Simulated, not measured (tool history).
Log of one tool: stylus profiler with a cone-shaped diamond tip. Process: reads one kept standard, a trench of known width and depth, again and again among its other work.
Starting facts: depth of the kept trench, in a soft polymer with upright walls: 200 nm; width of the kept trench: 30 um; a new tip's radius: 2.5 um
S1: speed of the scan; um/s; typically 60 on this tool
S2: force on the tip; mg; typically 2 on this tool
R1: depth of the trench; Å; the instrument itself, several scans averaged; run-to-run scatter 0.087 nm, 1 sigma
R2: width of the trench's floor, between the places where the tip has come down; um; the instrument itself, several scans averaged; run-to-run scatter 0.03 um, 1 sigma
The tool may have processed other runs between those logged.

run,hour,S1,S2,R1,R2
1,0,60,2,2016.6,27.64
2,53.1,60,2,2016.7,27.65
3,99.1,21,2,2017.8,27.85
4,138.1,21,2,2017,27.86
5,191.1,21,2,2015.6,27.85
6,224,21,2,2015.9,27.81
7,271.2,60,1.8,2016.1,27.56
8,320,60,1.8,2015.6,27.56
9,357,60,1.8,2017.9,27.57
10,393.5,60,2,2017.5,27.63
11,445.4,176,2,2017.5,26.91
12,488.1,176,2,2018.7,26.91
13,519,60,2,2017.8,27.59
14,542,60,2.47,2020.7,27.59
15,568.3,60,2.87,2021.6,27.67
16,601.3,60,2.87,2023,27.64

Run 17, settings as shown, results not yet in. Your forecast:
17,629.2,60,2.87,?,?

R1: 2022.5 Å
R2: 27.56 um
Minus the tool's unlogged condition, the same run would have read R1 2018 Å, R2 27.71 um.
